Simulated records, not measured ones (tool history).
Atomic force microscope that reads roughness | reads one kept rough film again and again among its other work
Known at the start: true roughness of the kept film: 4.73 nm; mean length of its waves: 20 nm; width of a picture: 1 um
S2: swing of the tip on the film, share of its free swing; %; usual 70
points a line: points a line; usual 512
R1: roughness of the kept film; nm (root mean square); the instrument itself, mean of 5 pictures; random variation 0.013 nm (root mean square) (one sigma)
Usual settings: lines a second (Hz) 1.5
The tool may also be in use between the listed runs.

{"run": 1, "hour": 0.0, "lines a second (Hz)": 1.5, "S2": 70, "points a line": 512, "R1": 2.884}
{"run": 2, "hour": 48.9, "lines a second (Hz)": 1.5, "S2": 70, "points a line": 512, "R1": 2.323}
{"run": 3, "hour": 118.6, "lines a second (Hz)": 1.5, "S2": 70, "points a line": 512, "R1": 1.862}
{"run": 4, "hour": 159.2, "lines a second (Hz)": 1.5, "S2": 70, "points a line": 512, "R1": 2.812}
{"run": 5, "hour": 207.5, "lines a second (Hz)": 1.5, "S2": 70, "points a line": 512, "R1": 2.292}
{"run": 6, "hour": 282.3, "lines a second (Hz)": 1.5, "S2": 70, "points a line": 512, "R1": 1.801}
{"run": 7, "hour": 340.9, "lines a second (Hz)": 1.5, "S2": 70, "points a line": 512, "R1": 2.439}
{"run": 8, "hour": 399.8, "lines a second (Hz)": 2.27, "S2": 70, "points a line": 512, "R1": 1.923}
{"run": 9, "hour": 463.7, "lines a second (Hz)": 2.27, "S2": 70, "points a line": 512, "R1": 2.647}
{"run": 10, "hour": 537.4, "lines a second (Hz)": 2.27, "S2": 70, "points a line": 512, "R1": 1.952}
{"run": 11, "hour": 589.5, "lines a second (Hz)": 1.5, "S2": 57, "points a line": 512, "R1": 1.796}
{"run": 12, "hour": 657.6, "lines a second (Hz)": 1.5, "S2": 57, "points a line": 512, "R1": 2.326}
{"run": 13, "hour": 731.8, "lines a second (Hz)": 1.13, "S2": 70, "points a line": 512, "R1": 1.831}
{"run": 14, "hour": 769.4, "lines a second (Hz)": 1.13, "S2": 70, "points a line": 512, "R1": 2.69}
{"run": 15, "hour": 836.3, "lines a second (Hz)": 1.13, "S2": 70, "points a line": 512, "R1": 2.121}
{"run": 16, "hour": 893.5, "lines a second (Hz)": 1.13, "S2": 70, "points a line": 512, "R1": 1.777}
{"run": 17, "hour": 948.9, "lines a second (Hz)": 1.43, "S2": 70, "points a line": 512, "R1": 2.48}
{"run": 18, "hour": 1003.8, "lines a second (Hz)": 1.43, "S2": 70, "points a line": 512, "R1": 2.025}
{"run": 19, "hour": 1068.7, "lines a second (Hz)": 1.43, "S2": 70, "points a line": 512, "R1": 2.738}
{"run": 20, "hour": 1144.1, "lines a second (Hz)": 1.43, "S2": 70, "points a line": 512, "R1": 2.088}
{"run": 21, "hour": 1202.3, "lines a second (Hz)": 1.43, "S2": 70, "points a line": 512, "R1": 1.785}
{"run": 22, "hour": 1268.7, "lines a second (Hz)": 1.5, "S2": 70, "points a line": 512, "R1": 2.302}
{"run": 23, "hour": 1341.7, "lines a second (Hz)": 1.5, "S2": 70, "points a line": 512, "R1": 1.853}
{"run": 24, "hour": 1391.5, "lines a second (Hz)": 1.5, "S2": 70, "points a line": 512, "R1": 2.535}
{"run": 25, "hour": 1442.3, "lines a second (Hz)": 1.5, "S2": 70, "points a line": 512, "R1": 2.142}
{"run": 26, "hour": 1507.4, "lines a second (Hz)": 3.07, "S2": 70, "points a line": 317, "R1": 1.628}
{"run": 27, "hour": 1579.6, "lines a second (Hz)": 3.07, "S2": 70, "points a line": 655, "R1": 2.104}
{"run": 28, "hour": 1622.0, "lines a second (Hz)": 3.07, "S2": 70, "points a line": 655, "R1": 1.837}
{"run": 29, "hour": 1684.6, "lines a second (Hz)": 3.07, "S2": 70, "points a line": 655, "R1": 2.605}
{"run": 30, "hour": 1718.8, "lines a second (Hz)": 1.5, "S2": 70, "points a line": 635, "R1": 2.432}
{"run": 31, "hour": 1778.1, "lines a second (Hz)": 2.56, "S2": 86, "points a line": 550, "R1": 1.666}
{"run": 32, "hour": 1834.9, "lines a second (Hz)": 2.56, "S2": 86, "points a line": 550, "R1": 2.289}
{"run": 33, "hour": 1896.1, "lines a second (Hz)": 2.56, "S2": 78, "points a line": 603, "R1": 1.936}
{"run": 34, "hour": 1943.8, "lines a second (Hz)": 2.56, "S2": 78, "points a line": 603, "R1": 1.637}
{"run": 35, "hour": 1998.2, "lines a second (Hz)": 0.61, "S2": 74, "points a line": 287, "R1": 2.585}
{"run": 36, "hour": 2057.4, "lines a second (Hz)": 0.61, "S2": 74, "points a line": 287, "R1": 2.107}
{"run": 37, "hour": 2097.7, "lines a second (Hz)": 1.5, "S2": 70, "points a line": 264, "R1": 1.801}
{"run": 38, "hour": 2157.8, "lines a second (Hz)": 1.5, "S2": 70, "points a line": 736, "R1": 2.509}
{"run": 39, "hour": 2214.0, "lines a second (Hz)": 0.52, "S2": 74, "points a line": 736, "R1": 2.127}
{"run": 40, "hour": 2273.3, "lines a second (Hz)": 3.33, "S2": 70, "points a line": 840, "R1": 2.699}
{"run": 41, "hour": 2344.6, "lines a second (Hz)": 1.03, "S2": 79, "points a line": 588, "R1": 2.215}
{"run": 42, "hour": 2384.8, "lines a second (Hz)": 1.26, "S2": 73, "points a line": 814, "R1": 1.952}
{"run": 43, "hour": 2455.0, "lines a second (Hz)": 1.41, "S2": 67, "points a line": 288, "R1": 2.534}
{"run": 44, "hour": 2495.2, "lines a second (Hz)": 1.5, "S2": 70, "points a line": 438, "R1": 2.217}
{"run": 45, "hour": 2567.1, "lines a second (Hz)": 3.2, "S2": 83, "points a line": 980, "R1": 1.453}
{"run": 46, "hour": 2634.3, "lines a second (Hz)": 3.2, "S2": 69, "points a line": 767, "R1": 2.132}
{"run": 47, "hour": 2668.0, "lines a second (Hz)": 1.5, "S2": 70, "points a line": 277, "R1": 1.987}
{"run": 48, "hour": 2714.8, "lines a second (Hz)": 1.5, "S2": 70, "points a line": 277, "R1": 1.698}
{"run": 49, "hour": 2768.3, "lines a second (Hz)": 1.18, "S2": 70, "points a line": 316, "R1": 2.422}
{"run": 50, "hour": 2818.9, "lines a second (Hz)": 1.65, "S2": 87, "points a line": 301, "R1": 1.829}

Taken out of this log: 19 entries between the listed runs. Where each belongs, and how the hidden state differs across it:
Between runs 3 and 4: new tip fitted (hour 149.3)
  radius of the tip, nm: 28.2 -> 11.5; height scale over the true one, %: -1.49 -> -1.51
  measured less the result without the state, R1: -1.126 -> -0.177 nm (root mean square)
Between runs 6 and 7: new tip fitted (hour 299.8)
  radius of the tip, nm: 29.8 -> 16.7; height scale over the true one, %: -1.57 -> -1.6
  measured less the result without the state, R1: -1.18 -> -0.571 nm (root mean square)
Between runs 8 and 9: new tip fitted (hour 452.1)
  radius of the tip, nm: 25 -> 12.5; height scale over the true one, %: -1.63 -> -1.67
  measured less the result without the state, R1: -0.966 -> -0.261 nm (root mean square)
Between runs 11 and 12: new tip fitted (hour 602.2)
  radius of the tip, nm: 32.1 -> 19.4; height scale over the true one, %: -1.73 -> -1.76
  measured less the result without the state, R1: -1.316 -> -0.751 nm (root mean square)
Between runs 13 and 14: new tip fitted (hour 752.1)
  radius of the tip, nm: 29.8 -> 13.4; height scale over the true one, %: -1.8 -> -1.82
  measured less the result without the state, R1: -1.209 -> -0.346 nm (root mean square)
Between runs 16 and 17: new tip fitted (hour 906.3)
  radius of the tip, nm: 31.2 -> 15.7; height scale over the true one, %: -1.88 -> -1.9
  measured less the result without the state, R1: -1.255 -> -0.506 nm (root mean square)
Between runs 18 and 19: new tip fitted (hour 1058.4)
  radius of the tip, nm: 24.1 -> 12.1; height scale over the true one, %: -1.93 -> -1.96
  measured less the result without the state, R1: -0.966 -> -0.244 nm (root mean square)
Between runs 20 and 21: height scale calibrated on a step standard (hour 1162.8)
  radius of the tip, nm: 22.9 -> 31.2; height scale over the true one, %: -2.01 -> 0
  measured less the result without the state, R1: -0.921 -> -1.205 nm (root mean square)
Between runs 21 and 22: new tip fitted (hour 1209.5)
  radius of the tip, nm: 31.2 -> 19.3; height scale over the true one, %: 0 -> -0.03
  measured less the result without the state, R1: -1.205 -> -0.682 nm (root mean square)
Between runs 23 and 24: new tip fitted (hour 1359.7)
  radius of the tip, nm: 29.7 -> 15.4; height scale over the true one, %: -0.07 -> -0.1
  measured less the result without the state, R1: -1.162 -> -0.437 nm (root mean square)
Between runs 26 and 27: new tip fitted (hour 1514)
  radius of the tip, nm: 32.2 -> 20.4; height scale over the true one, %: -0.16 -> -0.19
  measured less the result without the state, R1: -1.155 -> -0.7 nm (root mean square)
Between runs 28 and 29: new tip fitted (hour 1668)
  radius of the tip, nm: 26.3 -> 12.4; height scale over the true one, %: -0.21 -> -0.24
  measured less the result without the state, R1: -0.959 -> -0.203 nm (root mean square)
Between runs 31 and 32: new tip fitted (hour 1816.5)
  radius of the tip, nm: 25.5 -> 13; height scale over the true one, %: -0.29 -> -0.32
  measured less the result without the state, R1: -0.832 -> -0.227 nm (root mean square)
Between runs 34 and 35: new tip fitted (hour 1967.7)
  radius of the tip, nm: 30.2 -> 15.2; height scale over the true one, %: -0.37 -> -0.39
  measured less the result without the state, R1: -1.066 -> -0.438 nm (root mean square)
Between runs 37 and 38: new tip fitted (hour 2118.3)
  radius of the tip, nm: 29.4 -> 15.9; height scale over the true one, %: -0.45 -> -0.47
  measured less the result without the state, R1: -1.122 -> -0.487 nm (root mean square)
Between runs 39 and 40: new tip fitted (hour 2268.9)
  radius of the tip, nm: 24.3 -> 10.7; height scale over the true one, %: -0.5 -> -0.53
  measured less the result without the state, R1: -0.982 -> -0.072 nm (root mean square)
Between runs 42 and 43: new tip fitted (hour 2422)
  radius of the tip, nm: 26.6 -> 15.4; height scale over the true one, %: -0.59 -> -0.62
  measured less the result without the state, R1: -1.049 -> -0.458 nm (root mean square)
Between runs 45 and 46: new tip fitted (hour 2574.4)
  radius of the tip, nm: 31.4 -> 19.8; height scale over the true one, %: -0.68 -> -0.72
  measured less the result without the state, R1: -1.01 -> -0.682 nm (root mean square)
Between runs 48 and 49: new tip fitted (hour 2724.4)
  radius of the tip, nm: 32.1 -> 17; height scale over the true one, %: -0.75 -> -0.78
  measured less the result without the state, R1: -1.217 -> -0.563 nm (root mean square)
